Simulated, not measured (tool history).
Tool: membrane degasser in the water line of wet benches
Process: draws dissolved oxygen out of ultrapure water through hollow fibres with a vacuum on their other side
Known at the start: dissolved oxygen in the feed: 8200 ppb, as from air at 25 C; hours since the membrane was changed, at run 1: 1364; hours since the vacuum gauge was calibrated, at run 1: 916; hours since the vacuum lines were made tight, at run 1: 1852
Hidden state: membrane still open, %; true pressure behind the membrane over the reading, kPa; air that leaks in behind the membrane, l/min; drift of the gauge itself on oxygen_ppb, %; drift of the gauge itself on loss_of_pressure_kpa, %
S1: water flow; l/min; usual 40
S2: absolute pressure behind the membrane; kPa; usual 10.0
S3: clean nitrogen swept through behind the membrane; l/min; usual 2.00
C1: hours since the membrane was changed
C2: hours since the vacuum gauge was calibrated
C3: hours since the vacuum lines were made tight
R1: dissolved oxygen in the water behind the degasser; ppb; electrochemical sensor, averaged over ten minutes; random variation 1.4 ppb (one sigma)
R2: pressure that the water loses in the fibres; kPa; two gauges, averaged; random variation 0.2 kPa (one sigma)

run 1 hour=0.0 | S1=40 S2=10.0 S3=2.00 | C1=1364 C2=916 C3=1852 | R1=301.1 R2=44.12
run 2 hour=57.0 | S1=40 S2=10.0 S3=2.00 | C1=1421 C2=973 C3=1909 | R1=299.1 R2=43.92
run 3 hour=111.4 | S1=40 S2=10.0 S3=2.00 | C1=1475 C2=1027 C3=1963 | R1=301.8 R2=44.08
run 4 hour=135.6 | S1=40 S2=24.3 S3=2.00 | C1=1500 C2=1051 C3=1987 | R1=857.7 R2=44.20
run 5 hour=179.7 | S1=40 S2=10.0 S3=2.00 | C1=1544 C2=1095 C3=2031 | R1=299.4 R2=43.90
run 6 hour=216.9 | S1=40 S2=10.0 S3=2.00 | C1=1581 C2=1132 C3=2069 | R1=299.8 R2=43.93
run 7 hour=244.8 | S1=40 S2=10.0 S3=2.00 | C1=1609 C2=1160 C3=2096 | R1=301.5 R2=44.24
run 8 hour=297.5 | S1=40 S2=10.0 S3=2.00 | C1=1662 C2=1213 C3=2149 | R1=301.8 R2=44.03
run 9 hour=327.4 | S1=40 S2=10.0 S3=2.00 | C1=1691 C2=1243 C3=2179 | R1=297.5 R2=44.19
run 10 hour=367.3 | S1=40 S2=10.0 S3=2.00 | C1=1731 C2=1283 C3=2219 | R1=301.1 R2=44.25
run 11 hour=422.5 | S1=52 S2=10.0 S3=2.00 | C1=1787 C2=1338 C3=2274 | R1=385.1 R2=57.25
run 12 hour=464.1 | S1=60 S2=10.0 S3=2.00 | C1=1828 C2=1380 C3=2316 | R1=442.6 R2=66.03
run 13 hour=491.3 | S1=60 S2=10.0 S3=2.00 | C1=1855 C2=1407 C3=2343 | R1=438.2 R2=65.61
run 14 hour=547.4 | S1=60 S2=10.0 S3=2.00 | C1=1911 C2=1463 C3=2399 | R1=443.2 R2=66.04
run 15 hour=604.6 | S1=60 S2=10.0 S3=2.00 | C1=1969 C2=1520 C3=2456 | R1=442.0 R2=66.49
run 16 hour=631.4 | S1=37 S2=10.0 S3=2.00 | C1=1995 C2=1547 C3=2483 | R1=279.5 R2=41.38
run 17 hour=673.8 | S1=40 S2=10.0 S3=2.00 | C1=2038 C2=1589 C3=2525 | R1=301.5 R2=43.82
run 18 hour=716.4 | S1=55 S2=8.6 S3=3.56 | C1=2080 C2=1632 C3=2568 | R1=207.8 R2=60.82
run 19 hour=751.2 | S1=40 S2=11.8 S3=2.00 | C1=2115 C2=1667 C3=2603 | R1=379.1 R2=44.53
run 20 hour=775.9 | S1=34 S2=11.8 S3=4.45 | C1=2140 C2=1691 C3=2628 | R1=157.7 R2=37.71
run 21 hour=822.7 | S1=34 S2=16.7 S3=2.13 | C1=2187 C2=1738 C3=2674 | R1=478.6 R2=37.77
run 22 hour=877.6 | S1=56 S2=16.7 S3=2.13 | C1=2242 C2=1793 C3=2729 | R1=732.1 R2=62.19
run 23 hour=929.8 | S1=56 S2=16.7 S3=2.13 | C1=2294 C2=1845 C3=2781 | R1=733.8 R2=62.21
run 24 hour=974.0 | S1=40 S2=6.7 S3=4.45 | C1=2338 C2=1890 C3=2826 | R1=80.5 R2=44.39
run 25 hour=1017.9 | S1=40 S2=9.6 S3=1.67 | C1=2382 C2=1933 C3=2869 | R1=334.0 R2=44.06
run 26 hour=1061.1 | S1=45 S2=14.7 S3=1.54 | C1=2425 C2=1977 C3=2913 | R1=677.6 R2=49.98
run 27 hour=1101.3 | S1=54 S2=24.2 S3=3.51 | C1=2465 C2=2017 C3=2953 | R1=699.5 R2=60.05
run 28 hour=1147.1 | S1=54 S2=24.2 S3=3.51 | C1=2511 C2=2063 C3=2999 | R1=704.7 R2=59.73
run 29 hour=1197.6 | S1=54 S2=24.2 S3=3.51 | C1=2562 C2=2113 C3=3049 | R1=705.2 R2=60.05
run 30 hour=1255.5 | S1=40 S2=10.0 S3=1.51 | C1=2620 C2=2171 C3=3107 | R1=389.1 R2=44.26
run 31 hour=1307.0 | S1=47 S2=8.8 S3=2.00 | C1=2671 C2=2223 C3=3159 | R1=295.8 R2=51.95
run 32 hour=1363.1 | S1=33 S2=13.2 S3=0.88 | C1=2727 C2=2279 C3=3215 | R1=721.9 R2=37.02
run 33 hour=1421.8 | S1=33 S2=13.2 S3=0.88 | C1=2786 C2=2337 C3=3273 | R1=722.2 R2=36.69

Hidden state or all else? Some run-to-run changes of R1, split into what the settings, what came in and random variation would give without the hidden state, and what is left for the hidden state (with any gauge scatter that isn't in both results):
Run 3 -> 4: S2 10.0 -> 24.3. R1 +555.9 ppb: hidden state +0.7, all else +555.2.
Run 4 -> 5: S2 24.3 -> 10.0. R1 -558.3 ppb: hidden state -0.5, all else -557.8.
Run 15 -> 16: S1 60 -> 37. R1 -162.5 ppb: hidden state -4.1, all else -158.4.
Run 23 -> 24: S1 56 -> 40, S2 16.7 -> 6.7, S3 2.13 -> 4.45. R1 -653.3 ppb: hidden state -6.6, all else -646.7.
Run 24 -> 25: S2 6.7 -> 9.6, S3 4.45 -> 1.67. R1 +253.5 ppb: hidden state +5.3, all else +248.2.
